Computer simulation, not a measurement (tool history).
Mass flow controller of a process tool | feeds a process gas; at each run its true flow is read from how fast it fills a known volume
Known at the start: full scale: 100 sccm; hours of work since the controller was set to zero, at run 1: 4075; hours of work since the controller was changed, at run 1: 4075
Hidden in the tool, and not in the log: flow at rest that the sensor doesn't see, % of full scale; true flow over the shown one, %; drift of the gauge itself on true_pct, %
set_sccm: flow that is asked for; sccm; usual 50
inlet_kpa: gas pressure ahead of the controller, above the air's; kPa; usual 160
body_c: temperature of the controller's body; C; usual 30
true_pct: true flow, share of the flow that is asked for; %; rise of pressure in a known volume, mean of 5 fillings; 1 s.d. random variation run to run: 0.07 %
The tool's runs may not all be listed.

| run | hour | set_sccm | inlet_kpa | body_c | hours of work since the controller was set to zero | hours of work since the controller was changed | true_pct |
|---|---|---|---|---|---|---|---|
| 1 | 0 | 50 | 160 | 30 | 4075 | 4075 | 98.73 |
| 2 | 363.7 | 50 | 160 | 30 | 4317 | 4317 | 98.6 |
| 3 | 547.5 | 50 | 160 | 30 | 4440 | 4440 | 98.58 |
| 4 | 808.8 | 50 | 160 | 30 | 4614 | 4614 | 98.33 |
| 5 | 1100.7 | 50 | 160 | 30 | 4809 | 4809 | 98.05 |
|  | 1356.7 | controller's zero set anew |
| 6 | 1431.1 | 50 | 160 | 30 | 50 | 5029 | 97.93 |
| 7 | 1727.4 | 50 | 160 | 30 | 247 | 5227 | 97.79 |
| 8 | 2043.4 | 50 | 160 | 30 | 458 | 5438 | 97.57 |
| 9 | 2257.1 | 50 | 160 | 30 | 601 | 5580 | 97.56 |
| 10 | 2530.6 | 23 | 160 | 30 | 783 | 5763 | 97.26 |
| 11 | 2825.6 | 14 | 160 | 30 | 980 | 5959 | 96.92 |
|  | 2929.9 | controller exchanged for a calibrated one |
| 12 | 3143.5 | 14 | 160 | 24 | 142 | 142 | 97.21 |
|  | 3396.8 | gauge calibrated |
| 13 | 3429 | 14 | 160 | 24 | 333 | 333 | 99.21 |
| 14 | 3730.2 | 12 | 152 | 26 | 534 | 534 | 98.72 |
| 15 | 4099.1 | 23 | 274 | 39 | 780 | 780 | 98.28 |
| 16 | 4438.6 | 23 | 274 | 39 | 1006 | 1006 | 98.18 |
| 17 | 4615.3 | 15 | 262 | 25 | 1124 | 1124 | 99.29 |
| 18 | 4864.8 | 15 | 152 | 35 | 1291 | 1291 | 97.08 |
| 19 | 5129.3 | 15 | 152 | 35 | 1467 | 1467 | 97.23 |
| 20 | 5498.4 | 13 | 188 | 21 | 1713 | 1713 | 98.45 |
| 21 | 5768.8 | 50 | 260 | 33 | 1894 | 1894 | 97.85 |
| 22 | 5965.4 | 50 | 260 | 33 | 2025 | 2025 | 97.67 |
| 23 | 6179 | 50 | 260 | 33 | 2167 | 2167 | 97.59 |
| 24 | 6549.1 | 49 | 260 | 33 | 2414 | 2414 | 97.43 |
| 25 | 6781.3 | 34 | 160 | 22 | 2569 | 2569 | 97.48 |

Alternative continuations, all from the tool just after run 25; predict every row:
| A | 7098.5 | 29 | 143 | 25 | 2780 | 2780 | ? |
| B | 7098.5 | 47 | 160 | 30 | 2780 | 2780 | ? |
| C | 7098.5 | 92 | 219 | 30 | 2780 | 2780 | ? |
| D | 7098.5 | 34 | 273 | 22 | 2780 | 2780 | ? |
| E | 7098.5 | 30 | 167 | 30 | 2780 | 2780 | ? |

| run | true_pct |
|---|---|
| A | 96.85 |
| B | 96.55 |
| C | 97.28 |
| D | 98.17 |
| E | 96.43 |
Had the tool no hidden state, the same runs would have come out as:
| run | true_pct |
|---|---|
| A | 99.14 |
| B | 98.83 |
| C | 99.58 |
| D | 100.49 |
| E | 98.71 |
